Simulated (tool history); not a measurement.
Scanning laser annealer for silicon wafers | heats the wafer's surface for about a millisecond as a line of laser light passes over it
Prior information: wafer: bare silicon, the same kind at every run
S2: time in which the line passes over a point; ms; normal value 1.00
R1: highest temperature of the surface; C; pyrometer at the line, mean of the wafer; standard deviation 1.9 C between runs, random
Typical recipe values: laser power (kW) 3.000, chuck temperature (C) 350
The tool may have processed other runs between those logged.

{"run": 1, "hour": 0.0, "laser power (kW)": 3.0, "S2": 1.0, "chuck temperature (C)": 350, "R1": 1121}
{"run": 2, "hour": 22.9, "laser power (kW)": 3.0, "S2": 1.0, "chuck temperature (C)": 350, "R1": 1118}
{"run": 3, "hour": 45.3, "laser power (kW)": 3.0, "S2": 1.0, "chuck temperature (C)": 350, "R1": 1122}
{"run": 4, "hour": 59.7, "laser power (kW)": 2.686, "S2": 1.0, "chuck temperature (C)": 350, "R1": 1037}
{"run": 5, "hour": 83.2, "laser power (kW)": 2.686, "S2": 1.0, "chuck temperature (C)": 350, "R1": 1042}
{"run": 6, "hour": 99.4, "laser power (kW)": 2.806, "S2": 1.0, "chuck temperature (C)": 350, "R1": 1069}
{"run": 7, "hour": 116.7, "laser power (kW)": 3.0, "S2": 1.0, "chuck temperature (C)": 348, "R1": 1119}
{"run": 8, "hour": 137.9, "laser power (kW)": 3.0, "S2": 1.0, "chuck temperature (C)": 361, "R1": 1130}
{"run": 9, "hour": 153.4, "laser power (kW)": 3.0, "S2": 1.0, "chuck temperature (C)": 355, "R1": 1120}
{"run": 10, "hour": 174.7, "laser power (kW)": 3.0, "S2": 1.0, "chuck temperature (C)": 355, "R1": 1125}
{"run": 11, "hour": 194.1, "laser power (kW)": 3.0, "S2": 1.0, "chuck temperature (C)": 350, "R1": 1120}
{"run": 12, "hour": 217.5, "laser power (kW)": 3.0, "S2": 1.0, "chuck temperature (C)": 350, "R1": 1120}
{"run": 13, "hour": 228.4, "laser power (kW)": 3.0, "S2": 1.0, "chuck temperature (C)": 350, "R1": 1121}
{"run": 14, "hour": 247.5, "laser power (kW)": 3.0, "S2": 1.0, "chuck temperature (C)": 350, "R1": 1117}
{"run": 15, "hour": 264.2, "laser power (kW)": 3.0, "S2": 1.0, "chuck temperature (C)": 350, "R1": 1118}
{"run": 16, "hour": 283.8, "laser power (kW)": 3.0, "S2": 1.0, "chuck temperature (C)": 350, "R1": 1117}
{"run": 17, "hour": 307.1, "laser power (kW)": 3.0, "S2": 1.0, "chuck temperature (C)": 351, "R1": 1120}
{"run": 18, "hour": 328.5, "laser power (kW)": 3.0, "S2": 1.01, "chuck temperature (C)": 350, "R1": 1123}
{"run": 19, "hour": 349.1, "laser power (kW)": 3.0, "S2": 1.0, "chuck temperature (C)": 350, "R1": 1116}
{"run": 20, "hour": 363.5, "laser power (kW)": 3.0, "S2": 1.0, "chuck temperature (C)": 350, "R1": 1114}
{"run": 21, "hour": 382.5, "laser power (kW)": 3.0, "S2": 1.0, "chuck temperature (C)": 350, "R1": 1116}
{"run": 22, "hour": 397.0, "laser power (kW)": 2.956, "S2": 1.06, "chuck temperature (C)": 350, "R1": 1122}
{"run": 23, "hour": 414.1, "laser power (kW)": 2.956, "S2": 1.06, "chuck temperature (C)": 350, "R1": 1124}
{"run": 24, "hour": 428.4, "laser power (kW)": 2.956, "S2": 1.06, "chuck temperature (C)": 350, "R1": 1123}
{"hour": 432.8, "done": "laser's power meter calibrated"}
{"run": 25, "hour": 449.5, "laser power (kW)": 3.272, "S2": 0.8, "chuck temperature (C)": 333, "R1": 1088}
{"run": 26, "hour": 459.7, "laser power (kW)": 3.0, "S2": 1.0, "chuck temperature (C)": 372, "R1": 1134}
{"run": 27, "hour": 481.3, "laser power (kW)": 3.0, "S2": 1.15, "chuck temperature (C)": 346, "R1": 1164}
{"run": 28, "hour": 499.5, "laser power (kW)": 3.133, "S2": 1.07, "chuck temperature (C)": 341, "R1": 1166}
{"hour": 509.2, "done": "laser's power meter calibrated, once more"}
{"run": 29, "hour": 526.1, "laser power (kW)": 3.0, "S2": 1.03, "chuck temperature (C)": 350, "R1": 1122}
{"run": 30, "hour": 540.3, "laser power (kW)": 3.0, "S2": 0.77, "chuck temperature (C)": 345, "R1": 1020}
{"run": 31, "hour": 549.9, "laser power (kW)": 3.0, "S2": 0.89, "chuck temperature (C)": 331, "R1": 1054}
{"run": 32, "hour": 562.0, "laser power (kW)": 2.922, "S2": 0.81, "chuck temperature (C)": 350, "R1": 1025}
{"run": 33, "hour": 574.9, "laser power (kW)": 2.762, "S2": 0.89, "chuck temperature (C)": 334, "R1": 996}
{"run": 34, "hour": 590.4, "laser power (kW)": 2.762, "S2": 0.89, "chuck temperature (C)": 334, "R1": 998}
{"run": 35, "hour": 602.3, "laser power (kW)": 2.762, "S2": 0.89, "chuck temperature (C)": 334, "R1": 995}
{"run": 36, "hour": 620.7, "laser power (kW)": 2.762, "S2": 0.71, "chuck temperature (C)": 334, "R1": 929}
{"run": 37, "hour": 632.6, "laser power (kW)": 2.916, "S2": 0.71, "chuck temperature (C)": 310, "R1": 941}
{"run": 38, "hour": 652.2, "laser power (kW)": 2.916, "S2": 0.85, "chuck temperature (C)": 310, "R1": 995}
{"run": 39, "hour": 666.7, "laser power (kW)": 3.0, "S2": 0.85, "chuck temperature (C)": 326, "R1": 1030}
{"run": 40, "hour": 679.4, "laser power (kW)": 3.0, "S2": 0.91, "chuck temperature (C)": 338, "R1": 1065}
{"run": 41, "hour": 701.1, "laser power (kW)": 2.921, "S2": 0.91, "chuck temperature (C)": 380, "R1": 1086}

For some of the steps in R1 from one run to the next: how much would appear even if the tool had no hidden state, given the settings, what came in and random variation, and how much remains for the hidden state plus any gauge scatter that the measured result and the result without hidden state don't share?
Hidden conditions of the tool in this case: light that passes the window, % of a clean one's; laser's true power over the reading, %; width of the line over the set one, %; drift of the gauge itself on peak_c, C.
Run 3 -> 4: laser power (kW) 3.000 -> 2.686. R1 -85 C: hidden state +1, all else -86.
Run 29 -> 30: S2 1.03 -> 0.77, chuck temperature (C) 350 -> 345. R1 -102 C: hidden state +3, all else -105.
Run 35 -> 36: S2 0.89 -> 0.71. R1 -66 C: hidden state +3, all else -69.
Run 37 -> 38: S2 0.71 -> 0.85. R1 +54 C: hidden state -3, all else +57.
